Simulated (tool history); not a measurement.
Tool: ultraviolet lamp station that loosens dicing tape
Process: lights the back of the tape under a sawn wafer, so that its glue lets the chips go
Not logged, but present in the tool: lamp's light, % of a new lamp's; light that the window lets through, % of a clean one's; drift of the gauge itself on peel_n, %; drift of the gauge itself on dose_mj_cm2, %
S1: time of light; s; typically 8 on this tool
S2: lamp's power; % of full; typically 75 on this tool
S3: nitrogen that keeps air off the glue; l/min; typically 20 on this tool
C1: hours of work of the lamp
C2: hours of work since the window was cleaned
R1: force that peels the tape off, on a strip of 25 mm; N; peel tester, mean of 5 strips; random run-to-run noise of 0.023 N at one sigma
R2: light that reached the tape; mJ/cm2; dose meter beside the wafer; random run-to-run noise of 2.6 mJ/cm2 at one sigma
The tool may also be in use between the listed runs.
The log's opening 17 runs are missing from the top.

| run | hour | S1 | S2 | S3 | C1 | C2 | R1 | R2 |
|---|---|---|---|---|---|---|---|---|
| 18 | 235.8 | 8 | 75 | 20 | 102 | 49 | 1.321 | 311 |
| 19 | 249.7 | 8 | 75 | 20 | 113 | 60 | 1.355 | 308 |
| 20 | 260.6 | 8 | 75 | 20 | 121 | 68 | 1.331 | 302 |
| 21 | 271.4 | 8 | 75 | 20 | 129 | 76 | 1.356 | 304 |
| 22 | 282.6 | 6 | 76 | 31 | 137 | 84 | 1.927 | 227 |
| 23 | 291.5 | 6 | 76 | 31 | 144 | 91 | 1.913 | 229 |
| 24 | 300.3 | 6 | 76 | 31 | 151 | 98 | 1.899 | 225 |
| 25 | 316.8 | 8 | 66 | 8 | 163 | 110 | 2.348 | 261 |
| 26 | 333.2 | 14 | 98 | 8 | 175 | 122 | 0.383 | 665 |
| 27 | 346.7 | 6 | 73 | 6 | 186 | 132 | 3.284 | 214 |
| 28 | 357.2 | 6 | 73 | 6 | 193 | 140 | 3.163 | 210 |
| 29 | 371.6 | 6 | 73 | 6 | 204 | 151 | 3.161 | 206 |
| 30 | 390.3 | 5 | 73 | 6 | 218 | 165 | 3.855 | 173 |
| 31 | 405.3 | 5 | 73 | 24 | 230 | 177 | 2.881 | 172 |
| 32 | 419.3 | 5 | 93 | 31 | 240 | 187 | 2.040 | 214 |
| 33 | 428.4 | 5 | 80 | 31 | 247 | 194 | 2.482 | 184 |
| 34 | 445.6 | 12 | 61 | 10 | 260 | 207 | 1.458 | 331 |
| 35 | 462.2 | 5 | 92 | 20 | 272 | 219 | 2.419 | 204 |
| 36 | 477.6 | 5 | 92 | 20 | 284 | 231 | 2.517 | 206 |
| 37 | 492.2 | 15 | 99 | 8 | 295 | 242 | 0.389 | 658 |
| 38 | 500.7 | 5 | 96 | 21 | 301 | 248 | 2.312 | 213 |
| 39 | 513.9 | 5 | 96 | 21 | 311 | 258 | 2.380 | 210 |
| 40 | 524.7 | 14 | 91 | 20 | 319 | 266 | 0.394 | 552 |
| 41 | 537.3 | 14 | 60 | 35 | 329 | 276 | 0.808 | 360 |
| 42 | 547.4 | 14 | 60 | 35 | 336 | 283 | 0.815 | 361 |

Forecast each of these 3 alternatives for the next run:
| A | 567.8 | 7 | 60 | 35 | 352 | 299 | ? | ? |
| B | 567.8 | 4 | 91 | 36 | 352 | 299 | ? | ? |
| C | 567.8 | 6 | 88 | 35 | 352 | 299 | ? | ? |

| run | R1 | R2 |
|---|---|---|
| A | 2.604 | 175 |
| B | 2.888 | 154 |
| C | 1.888 | 222 |
The same runs, with their run-to-run variation unchanged, on a tool lacking any hidden condition would have given:
| run | R1 | R2 |
|---|---|---|
| A | 1.776 | 232 |
| B | 2.061 | 203 |
| C | 1.183 | 294 |

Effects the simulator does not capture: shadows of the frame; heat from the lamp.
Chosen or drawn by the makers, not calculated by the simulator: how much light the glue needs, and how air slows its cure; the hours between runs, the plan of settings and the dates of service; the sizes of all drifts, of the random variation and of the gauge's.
